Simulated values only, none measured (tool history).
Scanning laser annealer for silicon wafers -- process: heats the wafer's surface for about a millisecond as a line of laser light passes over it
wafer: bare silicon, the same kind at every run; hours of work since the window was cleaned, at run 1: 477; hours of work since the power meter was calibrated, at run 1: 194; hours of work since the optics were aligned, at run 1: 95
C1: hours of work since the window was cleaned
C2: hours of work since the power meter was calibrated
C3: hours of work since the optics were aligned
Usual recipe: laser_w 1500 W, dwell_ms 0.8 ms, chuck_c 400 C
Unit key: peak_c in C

run 1 day=0 | laser_w=1500 dwell_ms=0.8 chuck_c=400 | C1=477 C2=194 C3=95 | peak_c=1145
run 2 day=1.396 | laser_w=1500 dwell_ms=0.8 chuck_c=400 | C1=495 C2=213 C3=113 | peak_c=1150
run 3 day=2.988 | laser_w=1500 dwell_ms=0.8 chuck_c=400 | C1=516 C2=233 C3=134 | peak_c=1144
run 4 day=4.15 | laser_w=1500 dwell_ms=0.8 chuck_c=400 | C1=531 C2=248 C3=149 | peak_c=1141
run 5 day=5.758 | laser_w=1500 dwell_ms=0.8 chuck_c=400 | C1=552 C2=269 C3=170 | peak_c=1144
run 6 day=7.271 | laser_w=1360 dwell_ms=0.8 chuck_c=400 | C1=572 C2=289 C3=189 | peak_c=1063
run 7 day=8.662 | laser_w=1360 dwell_ms=0.8 chuck_c=400 | C1=590 C2=307 C3=208 | peak_c=1062
run 8 day=10.425 | laser_w=1360 dwell_ms=0.8 chuck_c=400 | C1=613 C2=330 C3=230 | peak_c=1066
run 9 day=11.346 | laser_w=1360 dwell_ms=0.8 chuck_c=400 | C1=625 C2=342 C3=242 | peak_c=1065
run 10 day=12.638 | laser_w=1500 dwell_ms=0.8 chuck_c=366 | C1=641 C2=359 C3=259 | peak_c=1106
run 11 day=14.321 | laser_w=1500 dwell_ms=0.8 chuck_c=366 | C1=663 C2=381 C3=281 | peak_c=1101
run 12 day=15.817 | laser_w=1500 dwell_ms=0.8 chuck_c=400 | C1=683 C2=400 C3=301 | peak_c=1134
run 13 day=17.3 | laser_w=1500 dwell_ms=0.8 chuck_c=400 | C1=702 C2=419 C3=320 | peak_c=1131
run 14 day=18.05 | laser_w=1500 dwell_ms=0.629 chuck_c=400 | C1=712 C2=429 C3=330 | peak_c=1043
run 15 day=18.883 | laser_w=1500 dwell_ms=0.716 chuck_c=400 | C1=723 C2=440 C3=341 | peak_c=1092
run 16 day=19.838 | laser_w=1470 dwell_ms=0.963 chuck_c=439 | C1=735 C2=453 C3=353 | peak_c=1228
run 17 day=20.821 | laser_w=1470 dwell_ms=0.963 chuck_c=439 | C1=748 C2=465 C3=366 | peak_c=1232
run 18 day=22.283 | laser_w=1500 dwell_ms=0.805 chuck_c=400 | C1=767 C2=484 C3=385 | peak_c=1131
run 19 day=23.788 | laser_w=1500 dwell_ms=0.805 chuck_c=400 | C1=786 C2=504 C3=404 | peak_c=1133
run 20 day=24.912 | laser_w=1318 dwell_ms=0.656 chuck_c=372 | C1=801 C2=519 C3=419 | peak_c=938
run 21 day=25.996 | laser_w=1318 dwell_ms=0.656 chuck_c=372 | C1=815 C2=533 C3=433 | peak_c=941
run 22 day=26.925 | laser_w=1479 dwell_ms=0.975 chuck_c=439 | C1=827 C2=545 C3=445 | peak_c=1231
run 23 day=28.071 | laser_w=1356 dwell_ms=0.975 chuck_c=422 | C1=842 C2=560 C3=460 | peak_c=1144
run 24 day=29.196 | laser_w=1523 dwell_ms=0.683 chuck_c=400 | C1=857 C2=574 C3=475 | peak_c=1080
run 25 day=30.562 | laser_w=1581 dwell_ms=0.606 chuck_c=400 | C1=875 C2=592 C3=492 | peak_c=1061
run 26 day=32.154 | laser_w=1281 dwell_ms=0.663 chuck_c=414 | C1=895 C2=613 C3=513 | peak_c=965

Consider 4 possible next runs. They are alternatives, not a sequence: every one starts from the tool as it was left by run 26. What does each give?
run A day=32.912 | laser_w=1281 dwell_ms=0.919 chuck_c=400 | C1=905 C2=623 C3=523 | peak_c=?
run B day=32.912 | laser_w=1639 dwell_ms=0.8 chuck_c=436 | C1=905 C2=623 C3=523 | peak_c=?
run C day=32.912 | laser_w=1398 dwell_ms=0.663 chuck_c=367 | C1=905 C2=623 C3=523 | peak_c=?
run D day=32.912 | laser_w=1392 dwell_ms=0.856 chuck_c=437 | C1=905 C2=623 C3=523 | peak_c=?

run=A peak_c=1058
run=B peak_c=1232
run=C peak_c=969
run=D peak_c=1128
What these runs would have given with no unlogged condition in the tool:
run=A peak_c=1106
run=B peak_c=1291
run=C peak_c=1013
run=D peak_c=1179
